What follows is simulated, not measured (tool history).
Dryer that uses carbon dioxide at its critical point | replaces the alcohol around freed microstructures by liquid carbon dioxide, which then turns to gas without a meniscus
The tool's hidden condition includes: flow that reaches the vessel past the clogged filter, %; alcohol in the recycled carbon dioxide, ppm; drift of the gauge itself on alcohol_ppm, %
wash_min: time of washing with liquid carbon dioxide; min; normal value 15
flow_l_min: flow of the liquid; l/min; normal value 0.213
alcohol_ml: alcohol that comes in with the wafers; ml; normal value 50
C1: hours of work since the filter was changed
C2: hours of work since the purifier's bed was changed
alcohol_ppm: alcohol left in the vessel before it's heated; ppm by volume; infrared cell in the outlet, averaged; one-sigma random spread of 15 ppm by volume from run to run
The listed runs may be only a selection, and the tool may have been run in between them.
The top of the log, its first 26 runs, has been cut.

run 27 hour=427.5 | wash_min=13 flow_l_min=0.235 alcohol_ml=74 | C1=36 C2=725 | alcohol_ppm=2056
run 28 hour=439.7 | wash_min=15 flow_l_min=0.213 alcohol_ml=56 | C1=42 C2=731 | alcohol_ppm=1429
-- hour=457 purifier's bed changed
run 29 hour=460.7 | wash_min=15 flow_l_min=0.338 alcohol_ml=56 | C1=51 C2=2 | alcohol_ppm=84
run 30 hour=471.7 | wash_min=19 flow_l_min=0.213 alcohol_ml=50 | C1=57 C2=7 | alcohol_ppm=332
run 31 hour=488.7 | wash_min=15 flow_l_min=0.213 alcohol_ml=113 | C1=65 C2=16 | alcohol_ppm=2504
run 32 hour=507 | wash_min=11 flow_l_min=0.217 alcohol_ml=42 | C1=75 C2=25 | alcohol_ppm=3013
run 33 hour=519.6 | wash_min=22 flow_l_min=0.199 alcohol_ml=42 | C1=81 C2=32 | alcohol_ppm=208
run 34 hour=543.8 | wash_min=10 flow_l_min=0.132 alcohol_ml=72 | C1=93 C2=44 | alcohol_ppm=23641
run 35 hour=556.6 | wash_min=15 flow_l_min=0.3 alcohol_ml=39 | C1=100 C2=50 | alcohol_ppm=162
run 36 hour=578.1 | wash_min=15 flow_l_min=0.3 alcohol_ml=39 | C1=110 C2=61 | alcohol_ppm=187
run 37 hour=589.9 | wash_min=17 flow_l_min=0.3 alcohol_ml=26 | C1=116 C2=67 | alcohol_ppm=70
run 38 hour=602 | wash_min=17 flow_l_min=0.188 alcohol_ml=65 | C1=122 C2=73 | alcohol_ppm=1727
run 39 hour=618.5 | wash_min=10 flow_l_min=0.188 alcohol_ml=65 | C1=131 C2=81 | alcohol_ppm=10235
run 40 hour=642.8 | wash_min=15 flow_l_min=0.324 alcohol_ml=50 | C1=143 C2=94 | alcohol_ppm=177
run 41 hour=665.2 | wash_min=19 flow_l_min=0.155 alcohol_ml=28 | C1=154 C2=105 | alcohol_ppm=1164
run 42 hour=689.8 | wash_min=19 flow_l_min=0.155 alcohol_ml=69 | C1=167 C2=117 | alcohol_ppm=2929
run 43 hour=702.4 | wash_min=19 flow_l_min=0.155 alcohol_ml=69 | C1=173 C2=124 | alcohol_ppm=2919
run 44 hour=720.2 | wash_min=19 flow_l_min=0.155 alcohol_ml=69 | C1=182 C2=133 | alcohol_ppm=2989
run 45 hour=734 | wash_min=19 flow_l_min=0.155 alcohol_ml=69 | C1=189 C2=140 | alcohol_ppm=3045
run 46 hour=747.7 | wash_min=19 flow_l_min=0.155 alcohol_ml=69 | C1=196 C2=146 | alcohol_ppm=3085
run 47 hour=764.8 | wash_min=14 flow_l_min=0.222 alcohol_ml=50 | C1=204 C2=155 | alcohol_ppm=1829

What if the next run were any one of these 3? Each begins from the tool's condition after run 47:
run A hour=787.5 | wash_min=20 flow_l_min=0.341 alcohol_ml=45 | C1=216 C2=167 | alcohol_ppm=?
run B hour=787.5 | wash_min=10 flow_l_min=0.213 alcohol_ml=50 | C1=216 C2=167 | alcohol_ppm=?
run C hour=787.5 | wash_min=11 flow_l_min=0.361 alcohol_ml=76 | C1=216 C2=167 | alcohol_ppm=?

run=A alcohol_ppm=76
run=B alcohol_ppm=6715
run=C alcohol_ppm=917
Without the tool's hidden state the same runs would have given:
run=A alcohol_ppm=7
run=B alcohol_ppm=4561
run=C alcohol_ppm=418
